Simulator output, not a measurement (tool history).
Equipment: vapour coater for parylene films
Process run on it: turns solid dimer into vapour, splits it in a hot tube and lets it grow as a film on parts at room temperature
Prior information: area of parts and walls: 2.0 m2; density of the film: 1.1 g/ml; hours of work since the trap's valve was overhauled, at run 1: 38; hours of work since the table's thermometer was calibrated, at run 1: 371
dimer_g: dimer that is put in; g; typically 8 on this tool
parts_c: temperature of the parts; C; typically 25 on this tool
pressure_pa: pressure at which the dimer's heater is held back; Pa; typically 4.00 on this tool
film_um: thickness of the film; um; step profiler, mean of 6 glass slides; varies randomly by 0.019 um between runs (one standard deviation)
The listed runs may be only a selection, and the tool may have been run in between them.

run	hour	dimer_g	parts_c	pressure_pa	hours of work since the trap's valve was overhauled	hours of work since the table's thermometer was calibrated	film_um
1	0.0	8	25	4.00	38	371	2.07
2	36.5	8	23	4.00	59	392	2.30
3	66.0	8	25	9.25	76	409	1.86
4	98.9	8	25	9.25	94	428	1.85
5	140.3	8	25	4.00	118	452	2.07
6	165.4	8	21	4.00	133	466	2.46
7	211.3	8	21	4.00	159	492	2.43
8	258.2	8	25	4.00	186	519	2.03
9	302.3	8	25	4.00	211	545	2.05
10	327.1	8	25	4.00	225	559	2.02
11	359.6	8	27	4.00	244	577	1.90
12	411.5	8	27	4.00	274	607	1.86
13	441.1	8	27	4.00	291	624	1.84
14	469.3	6	27	4.00	307	640	1.41
15	500.8	6	27	4.00	325	658	1.39
16	541.4	6	27	4.00	348	682	1.37
17	581.2	6	27	4.00	371	705	1.38
18	608.9	8	25	4.00	387	721	1.99
19	632.5	8	25	4.00	401	734	1.99
20	679.0	8	19	4.00	427	761	2.64
21	717.5	8	19	4.00	449	783	2.58
22	755.4	8	25	4.00	471	805	1.98
23	804.5	8	25	4.00	499	833	1.97
24	826.9	8	25	7.93	512	846	1.78
25	857.6	8	25	7.93	530	863	1.80
26	905.6	8	25	7.93	557	891	1.81
27	937.1	8	25	7.93	575	909	1.81
28	962.7	3	24	7.18	590	924	0.71
29	1008.0	8	21	11.13	616	950	2.05
30	1046.9	10	25	2.44	638	972	2.55
31	1085.8	10	25	2.44	661	994	2.55
32	1109.5	3	27	4.00	674	1008	0.63
# hour 1134.9: trap's valve overhauled
33	1161.2	9	20	3.14	15	1035	3.13
34	1203.9	9	20	3.14	40	1060	3.14
35	1235.7	9	20	3.14	58	1078	3.16
# hour 1283.8: table's thermometer calibrated
36	1283.8	6	21	2.12	85	0	1.96
37	1307.4	8	23	8.52	98	14	2.02
38	1336.5	10	21	2.18	115	30	3.23
39	1368.6	10	21	2.18	134	49	3.27
40	1390.9	10	21	2.18	146	61	3.22
41	1415.5	10	21	2.18	160	76	3.21
42	1456.5	10	21	2.18	184	99	3.21
43	1480.6	3	36	5.88	198	113	0.44
44	1529.5	3	36	5.88	226	141	0.44
45	1570.2	13	25	4.00	249	164	3.28
46	1611.5	11	25	2.57	273	188	2.91

Describe how what the log doesn't record of the tool's condition differs between the last listed run preceding each entry between runs and the first listed run following it.
Logged between run 32 and run 33: trap's valve overhauled (hour 1134.9)
  vapour lost through the trap's worn valve, %: 11.3 -> 0.3; true temperature of the parts over the reading, C: -1.1 -> -1.13
  difference, measured minus the result without the unlogged condition, film_um: -0.05 -> +0.15 um
Logged between run 35 and run 36: table's thermometer calibrated (hour 1283.8)
  vapour lost through the trap's worn valve, %: 1 -> 1.4; true temperature of the parts over the reading, C: -1.18 -> 0.14
  difference, measured minus the result without the unlogged condition, film_um: +0.13 -> -0.04 um
